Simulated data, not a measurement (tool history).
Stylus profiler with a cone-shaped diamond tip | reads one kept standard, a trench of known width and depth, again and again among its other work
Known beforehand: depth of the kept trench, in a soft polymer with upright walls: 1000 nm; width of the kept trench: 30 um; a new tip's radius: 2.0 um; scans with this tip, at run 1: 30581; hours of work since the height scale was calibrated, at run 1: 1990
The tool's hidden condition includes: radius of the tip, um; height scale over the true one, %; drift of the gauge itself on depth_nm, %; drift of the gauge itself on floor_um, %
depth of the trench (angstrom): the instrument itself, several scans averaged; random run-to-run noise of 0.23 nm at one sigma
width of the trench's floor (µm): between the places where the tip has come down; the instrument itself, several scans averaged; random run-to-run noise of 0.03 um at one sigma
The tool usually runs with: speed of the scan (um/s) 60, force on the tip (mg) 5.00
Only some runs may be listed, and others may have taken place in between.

| run | day | speed of the scan (um/s) | force on the tip (mg) | scans with this tip | hours of work since the height scale was calibrated | depth of the trench (angstrom) | width of the trench's floor (µm) |
|---|---|---|---|---|---|---|---|
| 1 | 0.000 | 60 | 5.00 | 30581 | 1990 | 10201.3 | 24.78 |
| 2 | 3.050 | 60 | 5.00 | 31002 | 2047 | 10204.3 | 24.82 |
|  | 7.179 | height scale calibrated on a step standard |
| 3 | 8.542 | 60 | 5.00 | 31756 | 25 | 10146.2 | 24.84 |
| 4 | 13.017 | 60 | 5.00 | 32374 | 109 | 10152.0 | 24.78 |
| 5 | 16.854 | 60 | 5.00 | 32903 | 181 | 10149.9 | 24.77 |
| 6 | 22.125 | 56 | 5.00 | 33630 | 279 | 10154.8 | 24.71 |
| 7 | 26.154 | 56 | 5.00 | 34186 | 355 | 10153.5 | 24.72 |
| 8 | 29.904 | 56 | 5.00 | 34703 | 425 | 10152.8 | 24.69 |
| 9 | 34.004 | 236 | 5.00 | 35268 | 501 | 10156.9 | 24.39 |
| 10 | 38.471 | 236 | 5.00 | 35885 | 585 | 10157.1 | 24.33 |
| 11 | 42.483 | 102 | 5.00 | 36438 | 660 | 10160.7 | 24.51 |
| 12 | 45.946 | 102 | 5.00 | 36915 | 725 | 10165.1 | 24.51 |
|  | 46.262 | new tip fitted, height scale calibrated |
| 13 | 51.579 | 60 | 5.00 | 733 | 99 | 10154.2 | 26.36 |
| 14 | 55.021 | 60 | 12.68 | 1207 | 164 | 10285.3 | 26.31 |
| 15 | 59.562 | 60 | 5.55 | 1833 | 249 | 10171.3 | 26.27 |
| 16 | 63.808 | 60 | 2.47 | 2419 | 328 | 10101.3 | 26.17 |
| 17 | 66.667 | 60 | 2.47 | 2813 | 381 | 10103.5 | 26.21 |
| 18 | 70.446 | 60 | 2.25 | 3335 | 452 | 10099.9 | 26.16 |
| 19 | 75.333 | 60 | 3.16 | 4009 | 543 | 10127.3 | 26.10 |
| 20 | 78.900 | 60 | 3.16 | 4500 | 610 | 10130.6 | 26.07 |
| 21 | 84.667 | 60 | 3.16 | 5296 | 718 | 10130.5 | 26.05 |
| 22 | 89.896 | 60 | 3.16 | 6017 | 816 | 10132.9 | 26.06 |
| 23 | 95.012 | 60 | 8.17 | 6723 | 911 | 10231.8 | 26.03 |
| 24 | 97.854 | 60 | 8.17 | 7115 | 964 | 10236.1 | 26.05 |
| 25 | 103.012 | 43 | 8.17 | 7826 | 1061 | 10236.8 | 26.01 |
| 26 | 106.658 | 50 | 2.05 | 8329 | 1129 | 10114.3 | 25.92 |
| 27 | 112.196 | 50 | 2.05 | 9093 | 1233 | 10115.8 | 25.81 |
| 28 | 117.133 | 50 | 2.05 | 9774 | 1325 | 10115.8 | 25.84 |
| 29 | 122.288 | 50 | 2.05 | 10484 | 1421 | 10122.8 | 25.79 |
| 30 | 125.538 | 50 | 2.29 | 10933 | 1482 | 10126.3 | 25.79 |
| 31 | 128.600 | 105 | 5.81 | 11355 | 1539 | 10206.3 | 25.71 |
| 32 | 132.217 | 131 | 3.82 | 11854 | 1607 | 10166.8 | 25.57 |
| 33 | 136.767 | 45 | 2.11 | 12481 | 1692 | 10130.6 | 25.71 |
| 34 | 142.346 | 26 | 3.57 | 13251 | 1796 | 10169.2 | 25.65 |
| 35 | 145.567 | 58 | 1.77 | 13695 | 1856 | 10120.4 | 25.56 |
| 36 | 149.825 | 76 | 13.15 | 14282 | 1936 | 10337.5 | 25.66 |
| 37 | 153.100 | 76 | 13.15 | 14734 | 1997 | 10337.7 | 25.58 |
| 38 | 155.858 | 76 | 13.15 | 15114 | 2049 | 10342.5 | 25.64 |
|  | 159.833 | height scale calibrated on a step standard |
| 39 | 160.829 | 116 | 6.97 | 15797 | 19 | 10195.7 | 25.51 |
| 40 | 163.638 | 17 | 4.99 | 16184 | 71 | 10159.3 | 25.58 |
| 41 | 167.792 | 17 | 4.99 | 16757 | 149 | 10156.4 | 25.53 |
| 42 | 171.375 | 60 | 2.02 | 17251 | 216 | 10094.1 | 25.37 |
| 43 | 176.742 | 69 | 12.76 | 17992 | 316 | 10294.2 | 25.40 |
| 44 | 180.383 | 69 | 13.56 | 18494 | 384 | 10312.1 | 25.41 |
| 45 | 185.175 | 69 | 13.56 | 19155 | 474 | 10310.3 | 25.35 |
| 46 | 189.050 | 84 | 11.13 | 19689 | 546 | 10277.2 | 25.38 |

Consider 3 possible next runs. They are alternatives, not a sequence: every one starts from the tool as it was left by run 46. What does each give?
| A | 192.604 | 37 | 2.48 | 20180 | 613 | ? | ? |
| B | 192.604 | 84 | 7.69 | 20180 | 613 | ? | ? |
| C | 192.604 | 74 | 2.86 | 20180 | 613 | ? | ? |

| run | depth of the trench (angstrom) | width of the trench's floor (µm) |
|---|---|---|
| A | 10115.6 | 25.32 |
| B | 10222.4 | 25.36 |
| C | 10124.3 | 25.26 |
With no hidden state in the tool, these same runs would have given:
| run | depth of the trench (angstrom) | width of the trench's floor (µm) |
|---|---|---|
| A | 10092.9 | 26.44 |
| B | 10199.5 | 26.49 |
| C | 10101.6 | 26.39 |
